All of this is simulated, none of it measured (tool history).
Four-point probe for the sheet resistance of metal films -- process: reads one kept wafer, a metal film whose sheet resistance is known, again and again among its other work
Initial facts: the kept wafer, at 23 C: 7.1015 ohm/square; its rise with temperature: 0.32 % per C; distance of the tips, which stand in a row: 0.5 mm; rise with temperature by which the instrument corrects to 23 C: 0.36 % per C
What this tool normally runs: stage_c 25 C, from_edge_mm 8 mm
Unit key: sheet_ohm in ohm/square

Run 1, day 0: usual settings. Result: sheet_ohm 7.099416 ohm/square.
Run 2, day 0.421: usual settings. Result: sheet_ohm 7.100257 ohm/square.
Run 3, day 1.021: usual settings. Result: sheet_ohm 7.103668 ohm/square.
Run 4, day 1.683: usual settings but from_edge_mm 13 mm. Result: sheet_ohm 7.091645 ohm/square.
Run 5, day 2.021: usual settings but stage_c 27 C. Result: sheet_ohm 7.096623 ohm/square.
Run 6, day 2.492: usual settings. Result: sheet_ohm 7.099952 ohm/square.
Run 7, day 2.917: usual settings but stage_c 22 C. Result: sheet_ohm 7.107432 ohm/square.
Run 8, day 3.283: usual settings but stage_c 30 C. Result: sheet_ohm 7.089587 ohm/square.
Run 9, day 3.917: usual settings but from_edge_mm 5 mm. Result: sheet_ohm 7.12192 ohm/square.
Run 10, day 4.238: usual settings but from_edge_mm 5 mm. Result: sheet_ohm 7.122592 ohm/square.
Run 11, day 4.746: usual settings but stage_c 21 C. Result: sheet_ohm 7.109993 ohm/square.
Run 12, day 5.275: usual settings but stage_c 22 C. Result: sheet_ohm 7.108261 ohm/square.
Run 13, day 5.95: usual settings. Result: sheet_ohm 7.100265 ohm/square.
Run 14, day 6.512: usual settings but from_edge_mm 5 mm. Result: sheet_ohm 7.124592 ohm/square.
Run 15, day 7.175: usual settings but stage_c 18 C. Result: sheet_ohm 7.117722 ohm/square.
Run 16, day 7.579: usual settings but from_edge_mm 16 mm. Result: sheet_ohm 7.08822 ohm/square.
Run 17, day 7.921: usual settings but from_edge_mm 16 mm. Result: sheet_ohm 7.087502 ohm/square.
At day 7.979: stage's thermometer calibrated.
Run 18, day 8.5: usual settings. Result: sheet_ohm 7.100274 ohm/square.
Run 19, day 8.912: usual settings. Result: sheet_ohm 7.097189 ohm/square.
Run 20, day 9.342: usual settings. Result: sheet_ohm 7.09841 ohm/square.
Run 21, day 9.904: usual settings but from_edge_mm 9 mm. Result: sheet_ohm 7.094602 ohm/square.
Run 22, day 10.258: usual settings but from_edge_mm 9 mm. Result: sheet_ohm 7.094632 ohm/square.
Run 23, day 10.579: usual settings but stage_c 30 C, from_edge_mm 9 mm. Result: sheet_ohm 7.083783 ohm/square.
Run 24, day 10.992: usual settings but stage_c 20 C, from_edge_mm 6 mm. Result: sheet_ohm 7.122152 ohm/square.
At day 11.312: stage's thermometer calibrated, once more.
Run 25, day 11.479: usual settings but stage_c 20 C, from_edge_mm 6 mm. Result: sheet_ohm 7.130536 ohm/square.
Run 26, day 12.125: usual settings but stage_c 20 C, from_edge_mm 6 mm. Result: sheet_ohm 7.130998 ohm/square.
Run 27, day 12.562: usual settings but stage_c 33 C, from_edge_mm 39 mm. Result: sheet_ohm 7.073438 ohm/square.
Run 28, day 13.012: usual settings but stage_c 31 C, from_edge_mm 41 mm. Result: sheet_ohm 7.078699 ohm/square.
Run 29, day 13.654: usual settings. Result: sheet_ohm 7.104973 ohm/square.
Run 30, day 14.112: usual settings but stage_c 21 C, from_edge_mm 40 mm. Result: sheet_ohm 7.102028 ohm/square.
Run 31, day 14.412: usual settings but stage_c 21 C, from_edge_mm 54 mm. Result: sheet_ohm 7.101204 ohm/square.
Run 32, day 14.904: usual settings but stage_c 21 C, from_edge_mm 4 mm. Result: sheet_ohm 7.160412 ohm/square.
Run 33, day 15.421: usual settings but stage_c 21 C, from_edge_mm 4 mm. Result: sheet_ohm 7.159541 ohm/square.
Run 34, day 15.729: usual settings but stage_c 32 C, from_edge_mm 35 mm. Result: sheet_ohm 7.075553 ohm/square.
Run 35, day 16.075: usual settings but stage_c 32 C, from_edge_mm 35 mm. Result: sheet_ohm 7.074691 ohm/square.
Run 36, day 16.646: usual settings but stage_c 19 C, from_edge_mm 11 mm. Result: sheet_ohm 7.109841 ohm/square.
Run 37, day 17.117: usual settings but stage_c 23 C, from_edge_mm 31 mm. Result: sheet_ohm 7.093665 ohm/square.
Run 38, day 17.758: usual settings but stage_c 23 C, from_edge_mm 31 mm. Result: sheet_ohm 7.09812 ohm/square.
Run 39, day 18.4: usual settings but stage_c 19 C, from_edge_mm 67 mm. Result: sheet_ohm 7.105378 ohm/square.
Run 40, day 19.079: usual settings but stage_c 19 C, from_edge_mm 3 mm. Result: sheet_ohm 7.210138 ohm/square.
Run 41, day 19.704: usual settings but stage_c 34 C, from_edge_mm 21 mm. Result: sheet_ohm 7.068891 ohm/square.
Run 42, day 20.025: usual settings but stage_c 34 C, from_edge_mm 21 mm. Result: sheet_ohm 7.072635 ohm/square.
Run 43, day 20.342: usual settings but stage_c 32 C, from_edge_mm 39 mm. Result: sheet_ohm 7.073964 ohm/square.
Run 44, day 20.825: usual settings but stage_c 23 C. Result: sheet_ohm 7.109815 ohm/square.

Here are 5 independent what-if runs from the current tool condition. What would each one return?
Run A, day 21.412: usual settings but stage_c 23 C, from_edge_mm 4 mm. Result: sheet_ohm ?.
Run B, day 21.412: usual settings but stage_c 23 C, from_edge_mm 22 mm. Result: sheet_ohm ?.
Run C, day 21.412: usual settings but stage_c 33 C. Result: sheet_ohm ?.
Run D, day 21.412: usual settings but stage_c 34 C. Result: sheet_ohm ?.
Run E, day 21.412: usual settings but stage_c 27 C, from_edge_mm 13 mm. Result: sheet_ohm ?.

run  sheet_ohm
  A   7.152679
  B    7.09414
  C   7.085642
  D   7.080036
  E   7.088824
With the hidden condition removed and each run's random variation left untouched, the same runs would have given:
run  sheet_ohm
  A   7.159289
  B   7.100699
  C   7.092177
  D   7.086564
  E   7.095372

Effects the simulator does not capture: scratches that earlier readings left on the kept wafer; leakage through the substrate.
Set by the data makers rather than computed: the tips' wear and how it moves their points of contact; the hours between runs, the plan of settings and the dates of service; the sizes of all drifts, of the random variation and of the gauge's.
